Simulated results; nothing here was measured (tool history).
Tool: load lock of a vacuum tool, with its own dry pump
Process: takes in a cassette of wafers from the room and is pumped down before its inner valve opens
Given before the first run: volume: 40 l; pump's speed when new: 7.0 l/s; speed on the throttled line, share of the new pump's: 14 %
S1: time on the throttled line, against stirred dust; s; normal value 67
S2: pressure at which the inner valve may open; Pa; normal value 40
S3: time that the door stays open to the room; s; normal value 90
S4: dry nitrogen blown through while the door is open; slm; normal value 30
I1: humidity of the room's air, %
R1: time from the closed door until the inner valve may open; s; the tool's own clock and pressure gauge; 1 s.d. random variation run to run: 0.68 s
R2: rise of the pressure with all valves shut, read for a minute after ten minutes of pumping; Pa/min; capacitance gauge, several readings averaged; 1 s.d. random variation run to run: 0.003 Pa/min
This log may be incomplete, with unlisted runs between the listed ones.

run 1 hour=0.0 | S1=67 S2=40 S3=90 S4=30 | I1=46.9 | R1=101.7 R2=0.026
run 2 hour=642.0 | S1=67 S2=40 S3=90 S4=30 | I1=45.0 | R1=101.7 R2=0.020
run 3 hour=944.5 | S1=56 S2=40 S3=90 S4=30 | I1=46.6 | R1=93.4 R2=0.031
run 4 hour=1384.4 | S1=56 S2=40 S3=90 S4=30 | I1=48.1 | R1=93.8 R2=0.025
run 5 hour=1754.0 | S1=92 S2=40 S3=90 S4=30 | I1=44.0 | R1=123.9 R2=0.029
-- hour=1904.8 door's seal changed, seat wiped
run 6 hour=2153.0 | S1=60 S2=40 S3=90 S4=30 | I1=42.3 | R1=95.9 R2=0.020
run 7 hour=2558.4 | S1=67 S2=40 S3=90 S4=30 | I1=44.5 | R1=102.5 R2=0.021
run 8 hour=2856.1 | S1=67 S2=40 S3=90 S4=30 | I1=47.1 | R1=102.0 R2=0.029
run 9 hour=3427.7 | S1=67 S2=40 S3=90 S4=30 | I1=42.0 | R1=102.3 R2=0.021
run 10 hour=3861.8 | S1=67 S2=40 S3=90 S4=30 | I1=42.1 | R1=102.4 R2=0.025
run 11 hour=4378.7 | S1=67 S2=40 S3=229 S4=30 | I1=44.2 | R1=101.7 R2=0.035
run 12 hour=4730.9 | S1=67 S2=40 S3=90 S4=30 | I1=46.2 | R1=103.0 R2=0.027
run 13 hour=5124.3 | S1=67 S2=40 S3=90 S4=30 | I1=43.7 | R1=102.1 R2=0.018
run 14 hour=5500.9 | S1=67 S2=40 S3=90 S4=30 | I1=44.5 | R1=102.8 R2=0.033
run 15 hour=6016.7 | S1=71 S2=40 S3=90 S4=30 | I1=47.1 | R1=106.6 R2=0.021
run 16 hour=6310.2 | S1=67 S2=40 S3=90 S4=30 | I1=43.0 | R1=101.4 R2=0.021
run 17 hour=6733.8 | S1=67 S2=40 S3=90 S4=30 | I1=45.1 | R1=101.3 R2=0.028
-- hour=7157.6 door's seal changed, seat wiped
run 18 hour=7217.4 | S1=67 S2=40 S3=90 S4=30 | I1=41.9 | R1=102.7 R2=0.022
run 19 hour=7712.3 | S1=67 S2=40 S3=90 S4=30 | I1=44.2 | R1=102.6 R2=0.022
run 20 hour=8140.8 | S1=67 S2=40 S3=105 S4=23 | I1=44.6 | R1=102.4 R2=0.035
run 21 hour=8444.2 | S1=67 S2=32 S3=81 S4=30 | I1=46.5 | R1=104.7 R2=0.023
run 22 hour=8712.5 | S1=60 S2=40 S3=90 S4=10 | I1=46.0 | R1=96.7 R2=0.041
run 23 hour=9134.7 | S1=88 S2=40 S3=60 S4=18 | I1=44.5 | R1=119.6 R2=0.029
run 24 hour=9698.8 | S1=67 S2=73 S3=90 S4=15 | I1=47.9 | R1=98.9 R2=0.030
run 25 hour=10212.3 | S1=67 S2=73 S3=90 S4=15 | I1=45.4 | R1=100.6 R2=0.036
run 26 hour=10613.1 | S1=67 S2=61 S3=90 S4=15 | I1=46.7 | R1=99.9 R2=0.035
run 27 hour=10927.4 | S1=67 S2=61 S3=90 S4=15 | I1=47.0 | R1=99.6 R2=0.034
run 28 hour=11333.1 | S1=67 S2=61 S3=90 S4=15 | I1=48.3 | R1=100.7 R2=0.038
run 29 hour=11622.9 | S1=40 S2=40 S3=143 S4=30 | I1=46.4 | R1=79.6 R2=0.031
run 30 hour=12013.0 | S1=43 S2=59 S3=137 S4=5 | I1=44.0 | R1=80.0 R2=0.058
run 31 hour=12301.0 | S1=67 S2=40 S3=181 S4=23 | I1=42.6 | R1=100.8 R2=0.042
-- hour=12451.0 door's seal changed, seat wiped
run 32 hour=12713.2 | S1=37 S2=40 S3=90 S4=9 | I1=45.9 | R1=77.4 R2=0.033
run 33 hour=13008.4 | S1=37 S2=40 S3=90 S4=9 | I1=46.7 | R1=76.8 R2=0.045

Predict the results of run 34:
run 34 hour=13397.7 | S1=37 S2=40 S3=90 S4=9 | I1=43.0 | R1=? R2=?

{"run 34": {"R1": 76.2, "R2": 0.043}}
Had the tool carried no hidden state, the very same run would have given R1 76.2 s, R2 0.043 Pa/min.
